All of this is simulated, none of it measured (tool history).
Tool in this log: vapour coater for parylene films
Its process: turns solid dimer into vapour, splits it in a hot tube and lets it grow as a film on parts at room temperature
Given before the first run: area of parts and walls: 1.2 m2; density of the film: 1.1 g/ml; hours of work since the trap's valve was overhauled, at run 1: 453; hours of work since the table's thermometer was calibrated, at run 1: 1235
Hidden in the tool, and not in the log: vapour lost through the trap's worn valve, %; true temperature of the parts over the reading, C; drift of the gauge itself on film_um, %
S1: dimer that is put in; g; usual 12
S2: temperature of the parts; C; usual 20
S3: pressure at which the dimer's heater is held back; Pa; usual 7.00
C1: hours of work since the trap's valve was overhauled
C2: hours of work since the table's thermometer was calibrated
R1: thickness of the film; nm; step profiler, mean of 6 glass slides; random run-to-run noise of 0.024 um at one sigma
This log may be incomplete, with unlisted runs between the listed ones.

run 1 day=0.000 | S1=12 S2=20 S3=7.00 | C1=453 C2=1235 | R1=5050
-- day=1.879 trap's valve overhauled
run 2 day=2.525 | S1=12 S2=20 S3=7.00 | C1=11 C2=1275 | R1=5070
run 3 day=3.833 | S1=12 S2=20 S3=7.00 | C1=33 C2=1297 | R1=5110
run 4 day=4.992 | S1=12 S2=20 S3=7.00 | C1=52 C2=1316 | R1=5140
run 5 day=7.000 | S1=12 S2=20 S3=7.00 | C1=85 C2=1349 | R1=5090
run 6 day=8.171 | S1=15 S2=20 S3=7.00 | C1=105 C2=1369 | R1=6390
run 7 day=9.596 | S1=15 S2=20 S3=7.00 | C1=128 C2=1392 | R1=6350
run 8 day=11.712 | S1=15 S2=20 S3=7.00 | C1=164 C2=1428 | R1=6340
run 9 day=14.167 | S1=15 S2=14 S3=2.63 | C1=205 C2=1468 | R1=8900
run 10 day=16.108 | S1=9 S2=32 S3=4.98 | C1=237 C2=1501 | R1=2580
run 11 day=17.692 | S1=9 S2=32 S3=4.98 | C1=263 C2=1527 | R1=2590
run 12 day=19.304 | S1=9 S2=32 S3=4.98 | C1=290 C2=1554 | R1=2600
run 13 day=20.971 | S1=7 S2=20 S3=6.74 | C1=318 C2=1582 | R1=2990
run 14 day=22.671 | S1=21 S2=20 S3=3.83 | C1=346 C2=1610 | R1=9490
run 15 day=25.212 | S1=18 S2=20 S3=11.13 | C1=388 C2=1652 | R1=7230

Forecast each of these 3 alternatives for the next run:
run A day=26.554 | S1=12 S2=30 S3=7.00 | C1=411 C2=1675 | R1=?
run B day=26.554 | S1=21 S2=25 S3=8.97 | C1=411 C2=1675 | R1=?
run C day=26.554 | S1=7 S2=20 S3=7.00 | C1=411 C2=1675 | R1=?

run=A R1=3580
run=B R1=7250
run=C R1=2980
With the hidden condition removed and each run's random variation left untouched, the same runs would have given:
run=A R1=3580
run=B R1=7260
run=C R1=2980

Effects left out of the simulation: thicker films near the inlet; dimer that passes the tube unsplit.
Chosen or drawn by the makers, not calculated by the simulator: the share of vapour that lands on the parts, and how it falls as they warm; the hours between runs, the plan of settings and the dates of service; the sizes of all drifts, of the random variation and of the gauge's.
